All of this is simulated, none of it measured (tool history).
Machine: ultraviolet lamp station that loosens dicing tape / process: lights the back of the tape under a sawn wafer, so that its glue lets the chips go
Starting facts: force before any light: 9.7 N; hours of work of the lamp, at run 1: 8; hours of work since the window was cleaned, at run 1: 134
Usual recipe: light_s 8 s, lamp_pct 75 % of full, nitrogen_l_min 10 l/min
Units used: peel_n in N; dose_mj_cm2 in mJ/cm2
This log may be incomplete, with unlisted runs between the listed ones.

run   hour  light_s  lamp_pct  nitrogen_l_min  hours of work of the lamp  hours of work since the window was cleaned  peel_n  dose_mj_cm2
  1    0.0        8        75              10                          8                                         134   0.373          368
  2   13.0        8        75              10                         13                                         139   0.382          366
  3   34.6        8        75              10                         22                                         148   0.381          365
  4   59.1        8        76              10                         33                                         158   0.363          362
  5   87.2        8        76              10                         44                                         170   0.395          354
  6  105.5        8        76              10                         52                                         178   0.386          360
  7  135.9        8        76              10                         65                                         191   0.406          356
  8  164.4        8        76              10                         77                                         202   0.415          351
  9  186.1        8        76              10                         86                                         212   0.406          348
 10  209.6        9        75              10                         96                                         221   0.332          384
 11  235.3        9        75              10                        106                                         232   0.340          380
 12  248.7        9        75              10                        112                                         238   0.340          376
 13  267.0        8        75              10                        120                                         245   0.448          336
 14  294.6        8        75              10                        131                                         257   0.460          327
 15  320.4        6        75               5                        142                                         268   1.524          245
 16  339.5       14        65              13                        150                                         276   0.205          497
 17  366.7       14        62              13                        161                                         287   0.206          463
 18  387.7       14        62              13                        170                                         296   0.224          460
 19  418.4       14        89              13                        183                                         309   0.177          657
 20  435.7        5        89               4                        190                                         316   1.975          231
 21  455.1       10        98               8                        198                                         324   0.241          509
 22  480.8        8        86              16                        209                                         335   0.292          355
 23  499.9        8        86               6                        217                                         343   0.623          356
 24  529.9        4        78               6                        230                                         356   2.633          159
 25  545.1        8        84               4                        236                                         362   1.041          338
 26  576.1        8        62               4                        249                                         375   1.792          249
 27  598.1        8        62               4                        258                                         384   1.836          247

Some steps in peel_n between neighbouring runs. How much of each would the tool show without its hidden state too (settings, what came in, random variation), and how much is left for the hidden state, with any gauge scatter that isn't in both results?
Hidden state present: lamp's light, % of a new lamp's; light that the window lets through, % of a clean one's; drift of the gauge itself on peel_n, %; drift of the gauge itself on dose_mj_cm2, %.
Run 19 -> 20: light_s 14 -> 5, nitrogen_l_min 13 -> 4. peel_n +1.798 N: hidden state +0.554, all else +1.244.
Run 20 -> 21: light_s 5 -> 10, lamp_pct 89 -> 98, nitrogen_l_min 4 -> 8. peel_n -1.734 N: hidden state -0.511, all else -1.223.
Run 23 -> 24: light_s 8 -> 4, lamp_pct 86 -> 78. peel_n +2.010 N: hidden state +0.493, all else +1.517.
